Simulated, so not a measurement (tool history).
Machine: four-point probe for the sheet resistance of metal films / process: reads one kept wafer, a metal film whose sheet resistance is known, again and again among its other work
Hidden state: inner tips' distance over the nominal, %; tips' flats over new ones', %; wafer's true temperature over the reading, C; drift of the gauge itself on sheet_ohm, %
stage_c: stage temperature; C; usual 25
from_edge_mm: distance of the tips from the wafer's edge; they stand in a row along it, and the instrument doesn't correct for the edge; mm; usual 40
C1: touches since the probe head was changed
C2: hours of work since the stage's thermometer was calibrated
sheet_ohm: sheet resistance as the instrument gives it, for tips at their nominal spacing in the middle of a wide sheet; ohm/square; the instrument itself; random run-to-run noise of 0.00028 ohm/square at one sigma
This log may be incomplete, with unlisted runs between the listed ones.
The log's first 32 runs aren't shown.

Run 33, day 63.279: usual settings but stage_c 33 C, from_edge_mm 14 mm; C1 126917; C2 158. Result: sheet_ohm 1.399676 ohm/square.
Run 34, day 64.742: usual settings but stage_c 29 C, from_edge_mm 70 mm; C1 128751; C2 185. Result: sheet_ohm 1.392016 ohm/square.
Run 35, day 66.771: usual settings but stage_c 33 C, from_edge_mm 6 mm; C1 131290; C2 224. Result: sheet_ohm 1.427291 ohm/square.
Run 36, day 69.412: usual settings but stage_c 19 C, from_edge_mm 9 mm; C1 134600; C2 274. Result: sheet_ohm 1.398967 ohm/square.
Run 37, day 70.625: usual settings but stage_c 30 C, from_edge_mm 3 mm; C1 136115; C2 297. Result: sheet_ohm 1.513597 ohm/square.
Run 38, day 72.05: usual settings but stage_c 30 C, from_edge_mm 3 mm; C1 137902; C2 324. Result: sheet_ohm 1.514376 ohm/square.
Run 39, day 74.325: usual settings but stage_c 20 C, from_edge_mm 24 mm; C1 140751; C2 367. Result: sheet_ohm 1.387585 ohm/square.
Run 40, day 77.15: usual settings but stage_c 24 C, from_edge_mm 24 mm; C1 144283; C2 420. Result: sheet_ohm 1.391088 ohm/square.
At day 77.842: new probe head fitted.
Run 41, day 78.667: usual settings but stage_c 24 C, from_edge_mm 24 mm; C1 1032; C2 448. Result: sheet_ohm 1.37882 ohm/square.
Run 42, day 80.05: usual settings but stage_c 24 C, from_edge_mm 24 mm; C1 2765; C2 474. Result: sheet_ohm 1.379482 ohm/square.
Run 43, day 81.767: usual settings but stage_c 35 C, from_edge_mm 4 mm; C1 4911; C2 507. Result: sheet_ohm 1.455464 ohm/square.
Run 44, day 84.096: usual settings but stage_c 35 C, from_edge_mm 4 mm; C1 7826; C2 551. Result: sheet_ohm 1.456108 ohm/square.

Here are 4 independent what-if runs from the current tool condition. What would each one return?
Run A, day 86.192: usual settings but stage_c 32 C; C1 10455; C2 591. Result: sheet_ohm ?.
Run B, day 86.192: usual settings but stage_c 32 C; C1 10455; C2 591. Result: sheet_ohm ?.
Run C, day 86.192: usual settings but stage_c 28 C, from_edge_mm 3 mm; C1 10455; C2 591. Result: sheet_ohm ?.
Run D, day 86.192: usual settings but stage_c 23 C, from_edge_mm 50 mm; C1 10455; C2 591. Result: sheet_ohm ?.

run  sheet_ohm
  A   1.383739
  B   1.383623
  C   1.500767
  D   1.377212
Stripped of hidden state, with their random variation kept, the same runs would have yielded:
run  sheet_ohm
  A   1.384991
  B   1.384875
  C   1.502133
  D   1.378483

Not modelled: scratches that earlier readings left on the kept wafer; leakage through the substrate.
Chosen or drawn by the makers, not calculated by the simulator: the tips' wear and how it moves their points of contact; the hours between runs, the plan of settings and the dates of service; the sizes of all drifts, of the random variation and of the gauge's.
